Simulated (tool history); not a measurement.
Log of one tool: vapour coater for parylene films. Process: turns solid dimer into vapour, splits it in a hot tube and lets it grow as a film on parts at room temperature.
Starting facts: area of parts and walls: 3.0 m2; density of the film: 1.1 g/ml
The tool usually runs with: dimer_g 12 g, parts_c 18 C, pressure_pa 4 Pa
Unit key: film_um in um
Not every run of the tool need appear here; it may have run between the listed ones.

| run | hour | dimer_g | parts_c | pressure_pa | film_um |
|---|---|---|---|---|---|
| 1 | 0 | 12 | 18 | 4 | 2.2 |
| 2 | 55.8 | 12 | 18 | 4 | 2.22 |
| 3 | 88 | 12 | 18 | 4 | 2.25 |
| 4 | 138.6 | 12 | 18 | 4 | 2.21 |
| 5 | 164.5 | 12 | 18 | 4 | 2.2 |
| 6 | 219.7 | 12 | 18 | 4 | 2.23 |
| 7 | 249.9 | 12 | 18 | 4 | 2.21 |
| 8 | 292 | 12 | 18 | 2.54 | 2.42 |
| 9 | 318.2 | 12 | 12 | 4 | 2.59 |
| 10 | 347.3 | 12 | 18 | 4 | 2.25 |
| 11 | 403.5 | 12 | 18 | 4 | 2.24 |
| 12 | 430.7 | 12 | 18 | 2.4 | 2.46 |
| 13 | 487.9 | 12 | 18 | 2.4 | 2.47 |
| 14 | 515.6 | 12 | 18 | 2.4 | 2.5 |
| 15 | 563.4 | 12 | 18 | 4 | 2.25 |
| 16 | 603.5 | 12 | 18 | 4 | 2.23 |
| 17 | 658 | 12 | 18 | 4 | 2.25 |
| 18 | 712.2 | 12 | 18 | 4 | 2.22 |
| 19 | 737.9 | 12 | 18 | 4 | 2.24 |
| 20 | 787.4 | 12 | 18 | 4 | 2.25 |
| 21 | 829 | 12 | 18 | 4 | 2.24 |
| 22 | 863.5 | 12 | 18 | 4 | 2.25 |
| 23 | 916.7 | 12 | 20 | 4 | 2.15 |
| 24 | 942.3 | 12 | 17 | 10.43 | 1.89 |
| 25 | 981.4 | 5 | 11 | 3.91 | 1.1 |
| 26 | 1009.1 | 5 | 11 | 3.91 | 1.1 |
| 27 | 1060.5 | 13 | 30 | 2.68 | 1.96 |
| 28 | 1086.5 | 12 | 11 | 4 | 2.71 |
| 29 | 1121.2 | 12 | 26 | 5.53 | 1.74 |
| 30 | 1172.3 | 6 | 20 | 4 | 1.08 |
| 31 | 1198.7 | 19 | 11 | 4 | 4.17 |
| 32 | 1223 | 12 | 18 | 4.28 | 2.19 |
| 33 | 1270 | 12 | 18 | 4.28 | 2.19 |
| 34 | 1305 | 12 | 18 | 4.28 | 2.18 |
| 35 | 1329.1 | 7 | 30 | 9.95 | 0.81 |
| 36 | 1358.7 | 7 | 30 | 9.95 | 0.82 |
| 37 | 1383.9 | 12 | 18 | 2.18 | 2.49 |
| 38 | 1435.5 | 9 | 18 | 6.83 | 1.55 |
| 39 | 1472.3 | 9 | 21 | 6.83 | 1.36 |
| 40 | 1508.9 | 9 | 11 | 4 | 1.98 |
| 41 | 1546.2 | 5 | 18 | 3.03 | 0.95 |
| 42 | 1580.5 | 18 | 18 | 9.32 | 2.82 |
| 43 | 1607.1 | 18 | 18 | 9.32 | 2.8 |
| 44 | 1662.4 | 18 | 18 | 9.32 | 2.77 |
| 45 | 1718.9 | 8 | 26 | 9.32 | 0.99 |
| 46 | 1774.7 | 8 | 26 | 9.32 | 1.02 |

Not shown here: 2 entries made in the log between runs. Locate each between two listed runs and compare the hidden state at the listed run before it with the hidden state at the listed run after it:
Run 19 -> run 20: trap's valve overhauled (hour 760.6)
  vapour lost through the trap's worn valve, %: 0.5 -> 0
Run 22 -> run 23: table's thermometer calibrated (hour 872.1)
  vapour lost through the trap's worn valve, %: 0 -> 0.1; true temperature of the parts over the reading, C: 0.05 -> 0

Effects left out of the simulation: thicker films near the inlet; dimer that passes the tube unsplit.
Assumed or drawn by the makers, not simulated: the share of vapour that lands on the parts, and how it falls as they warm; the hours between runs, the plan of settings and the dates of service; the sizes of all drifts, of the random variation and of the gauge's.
